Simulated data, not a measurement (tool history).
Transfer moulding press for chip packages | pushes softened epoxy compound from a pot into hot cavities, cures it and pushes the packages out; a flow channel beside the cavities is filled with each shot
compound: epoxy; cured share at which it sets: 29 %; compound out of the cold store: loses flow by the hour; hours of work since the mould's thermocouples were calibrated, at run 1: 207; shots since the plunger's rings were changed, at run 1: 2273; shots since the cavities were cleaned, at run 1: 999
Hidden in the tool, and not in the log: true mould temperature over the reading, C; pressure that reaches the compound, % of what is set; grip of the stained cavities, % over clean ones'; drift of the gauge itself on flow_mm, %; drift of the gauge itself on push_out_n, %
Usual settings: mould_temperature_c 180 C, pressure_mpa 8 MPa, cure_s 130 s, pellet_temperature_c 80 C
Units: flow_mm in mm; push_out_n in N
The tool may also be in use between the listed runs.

run    hour  mould_temperature_c  pressure_mpa  cure_s  pellet_temperature_c  hours of work since the mould's thermocouples were calibrated  shots since the plunger's rings were changed  shots since the cavities were cleaned  incoming compound's hours out of the cold store  flow_mm  push_out_n
  1       0                  180             8     130                    80                                                            207                                          2273                                    999                                             37.8      775         393
        6.2  -- cavities cleaned with cleaning compound and waxed
  2    93.8                  180             8     130                    80                                                            253                                          2941                                    634                                             25.2      789         371
      150.1  -- cavities cleaned with cleaning compound and waxed
  3   180.3                  180             8     130                    80                                                            296                                          3555                                    218                                             42.2      747         303
      237.8  -- plunger's sealing rings changed
  4   258.1                  181             8     130                    80                                                            334                                           147                                    762                                             21.9      868         373
      299.3  -- cavities cleaned with cleaning compound and waxed
  5     347                  181             8     130                    80                                                            379                                           779                                    345                                             11.3      880         317
  6   394.3                  181             8     130                    80                                                            403                                          1121                                    687                                              9.1      873         364
        442  -- cavities cleaned with cleaning compound and waxed
  7   455.4                  181             8     130                    80                                                            433                                          1552                                     97                                             30.7      817         263
  8   537.2                  173             8     130                    80                                                            474                                          2144                                    689                                             25.2      834         527
  9   580.4                  173             8     130                    80                                                            496                                          2456                                   1001                                             32.9      813         567
      590.1  -- cavities cleaned with cleaning compound and waxed
      621.8  -- mould's thermocouples calibrated
 10   641.2                  173             8     130                    80                                                             10                                          2870                                    355                                             39.7      786         467
 11     719                  180             8     127                    80                                                             49                                          3433                                    918                                               12      844         429
      740.5  -- cavities cleaned with cleaning compound and waxed
 12   769.6                  180             8     127                    80                                                             74                                          3788                                    211                                             13.7      831         321
      789.3  -- plunger's sealing rings changed
 13   819.5                  180             8     127                    80                                                             98                                           218                                    553                                             13.1      887         371
      849.4  -- mould's thermocouples calibrated, once more
      889.9  -- cavities cleaned with cleaning compound and waxed
 14   906.1                  180             8     127                    80                                                             28                                           819                                    118                                             15.5      864         292
 15   959.9                  180             8     142                    82                                                             55                                          1208                                    507                                             16.6      855         350
       1034  -- cavities cleaned with cleaning compound and waxed
 16  1056.5                  180             8     142                    82                                                            103                                          1896                                    164                                             44.4      777         269
 17  1126.4                  175          9.15     130                    81                                                            138                                          2401                                    669                                             42.1      838         448
     1184.7  -- cavities cleaned with cleaning compound and waxed
 18  1209.3                  187          9.52     156                    81                                                            180                                          2989                                    178                                             10.1      925         256
 19  1301.4                  187          9.52     156                    81                                                            226                                          3655                                    844                                              8.6      911         351
     1333.7  -- cavities cleaned with cleaning compound and waxed
     1342.7  -- plunger's sealing rings changed
 20    1363                  187          9.52     156                    81                                                            255                                           147                                    194                                             15.8      959         264
 21  1406.4                  179          8.97     128                    89                                                            277                                           460                                    507                                             15.3      928         382
 22  1459.6                  180          7.96     166                    80                                                            304                                           845                                    892                                             26.3      834         362
     1486.1  -- cavities cleaned with cleaning compound and waxed
 23  1539.8                  180          8.84     130                    80                                                            344                                          1414                                    388                                             43.5      811         330
 24  1585.3                  185          6.96     160                    89                                                            367                                          1743                                    717                                             32.3      745         336
     1632.3  -- cavities cleaned with cleaning compound and waxed
 25  1671.4                  185          6.96     160                    89                                                            409                                          2354                                    282                                             35.7      722         267
 26    1768                  183             8     128                    73                                                            458                                          3053                                    981                                             19.5      821         384
     1776.9  -- cavities cleaned with cleaning compound and waxed
 27  1818.4                  182          6.35     159                    76                                                            483                                          3406                                    300                                             32.4      700         298

Forecast each of these 4 alternatives for the next run:
  A  1876                  182          6.35     153                    76                                                            512                                          3823                                    717                                             28.4        ?           ?
  B  1876                  176          7.96     130                    88                                                            512                                          3823                                    717                                             26.4        ?           ?
  C  1876                  183          9.52     130                    80                                                            512                                          3823                                    717                                             13.1        ?           ?
  D  1876                  178          8.29     111                    80                                                            512                                          3823                                    717                                              8.3        ?           ?

run  flow_mm  push_out_n
  A      703         348
  B      804         460
  C      893         376
  D      850         579
Without the tool's hidden state the same runs would have given:
run  flow_mm  push_out_n
  A      751         209
  B      857         264
  C      954         226
  D      907         330
